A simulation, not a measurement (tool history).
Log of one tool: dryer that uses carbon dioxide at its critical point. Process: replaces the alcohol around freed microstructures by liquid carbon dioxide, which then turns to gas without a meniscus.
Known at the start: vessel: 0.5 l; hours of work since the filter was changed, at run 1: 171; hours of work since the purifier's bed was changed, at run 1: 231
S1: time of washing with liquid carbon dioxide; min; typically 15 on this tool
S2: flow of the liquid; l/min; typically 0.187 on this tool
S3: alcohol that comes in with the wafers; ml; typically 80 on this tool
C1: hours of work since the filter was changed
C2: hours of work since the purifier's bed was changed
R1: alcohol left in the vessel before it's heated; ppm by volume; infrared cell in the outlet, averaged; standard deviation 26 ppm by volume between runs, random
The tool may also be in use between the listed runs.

Run 1, day 0.000: usual settings; C1 171; C2 231. Result: R1 2098 ppm by volume.
Run 2, day 0.383: usual settings; C1 176; C2 236. Result: R1 2091 ppm by volume.
Run 3, day 0.783: usual settings; C1 181; C2 242. Result: R1 2167 ppm by volume.
Run 4, day 1.167: usual settings; C1 186; C2 247. Result: R1 2143 ppm by volume.
Run 5, day 1.925: usual settings but S1 11 min; C1 196; C2 257. Result: R1 6701 ppm by volume.
Run 6, day 2.600: usual settings but S1 11 min; C1 205; C2 266. Result: R1 6905 ppm by volume.
Run 7, day 3.138: usual settings; C1 212; C2 273. Result: R1 2151 ppm by volume.
Run 8, day 3.796: usual settings; C1 221; C2 282. Result: R1 2302 ppm by volume.
Run 9, day 4.146: usual settings; C1 225; C2 286. Result: R1 2336 ppm by volume.
Run 10, day 4.867: usual settings but S1 11 min; C1 235; C2 296. Result: R1 7039 ppm by volume.
Run 11, day 5.254: usual settings but S2 0.121 l/min; C1 240; C2 301. Result: R1 10839 ppm by volume.
Run 12, day 5.717: usual settings but S1 19 min, S2 0.121 l/min; C1 246; C2 307. Result: R1 5504 ppm by volume.
Run 13, day 6.233: usual settings; C1 253; C2 314. Result: R1 2367 ppm by volume.
Run 14, day 6.712: usual settings; C1 259; C2 320. Result: R1 2353 ppm by volume.
Run 15, day 7.138: usual settings; C1 265; C2 326. Result: R1 2414 ppm by volume.
Run 16, day 7.983: usual settings but S1 20 min, S2 0.152 l/min, S3 30 ml; C1 276; C2 337. Result: R1 715 ppm by volume.
Run 17, day 8.371: usual settings but S1 20 min, S2 0.152 l/min, S3 30 ml; C1 281; C2 342. Result: R1 717 ppm by volume.
Run 18, day 9.217: usual settings but S2 0.305 l/min; C1 292; C2 353. Result: R1 199 ppm by volume.
Run 19, day 9.775: usual settings but S1 22 min, S2 0.144 l/min, S3 33 ml; C1 300; C2 361. Result: R1 670 ppm by volume.
Run 20, day 10.483: usual settings but S1 17 min, S2 0.152 l/min, S3 52 ml; C1 309; C2 370. Result: R1 2429 ppm by volume.

Run 21 comes next. What will it give?
Run 21, day 11.083: usual settings but S1 11 min, S2 0.158 l/min, S3 30 ml; C1 317; C2 378. Result: R1 ?.

{"run 21": {"R1": 4763}}
With no hidden state in the tool, this same run would have given R1 3642 ppm by volume.
